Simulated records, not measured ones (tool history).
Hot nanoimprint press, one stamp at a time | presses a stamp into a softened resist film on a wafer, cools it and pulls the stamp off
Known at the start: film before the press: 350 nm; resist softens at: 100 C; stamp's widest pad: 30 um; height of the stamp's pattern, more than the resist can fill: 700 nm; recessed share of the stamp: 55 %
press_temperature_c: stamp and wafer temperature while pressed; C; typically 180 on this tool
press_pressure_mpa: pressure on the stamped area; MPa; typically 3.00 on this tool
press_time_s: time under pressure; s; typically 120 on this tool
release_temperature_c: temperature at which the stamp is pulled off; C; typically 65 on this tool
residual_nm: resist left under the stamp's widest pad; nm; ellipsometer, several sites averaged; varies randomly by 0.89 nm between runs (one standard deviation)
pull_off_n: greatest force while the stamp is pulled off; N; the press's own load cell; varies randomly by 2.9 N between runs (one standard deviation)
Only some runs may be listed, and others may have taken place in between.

Run 1, hour 0.0: usual settings. Result: residual_nm 160.4 nm, pull_off_n 203 N.
Run 2, hour 4.2: usual settings. Result: residual_nm 161.4 nm, pull_off_n 199 N.
Run 3, hour 10.8: usual settings. Result: residual_nm 158.0 nm, pull_off_n 197 N.
Run 4, hour 16.1: usual settings but release_temperature_c 57 C. Result: residual_nm 157.9 nm, pull_off_n 230 N.
Run 5, hour 24.5: usual settings but release_temperature_c 57 C. Result: residual_nm 157.8 nm, pull_off_n 228 N.
Run 6, hour 29.5: usual settings but release_temperature_c 57 C. Result: residual_nm 158.0 nm, pull_off_n 233 N.
Run 7, hour 35.5: usual settings but release_temperature_c 57 C. Result: residual_nm 159.3 nm, pull_off_n 228 N.
Run 8, hour 40.9: usual settings but release_temperature_c 57 C. Result: residual_nm 158.5 nm, pull_off_n 230 N.
Run 9, hour 46.7: usual settings but release_temperature_c 57 C. Result: residual_nm 158.8 nm, pull_off_n 223 N.
Run 10, hour 55.3: usual settings but press_pressure_mpa 3.01 MPa, release_temperature_c 55 C. Result: residual_nm 158.2 nm, pull_off_n 237 N.

Predict the results of run 11:
Run 11, hour 59.9: usual settings but press_pressure_mpa 3.01 MPa, release_temperature_c 55 C. Result: residual_nm ?, pull_off_n ?.

{"run 11": {"residual_nm": 158.2, "pull_off_n": 239}}
With no hidden state in the tool, this same run would have given residual_nm 158.5 nm, pull_off_n 156 N.
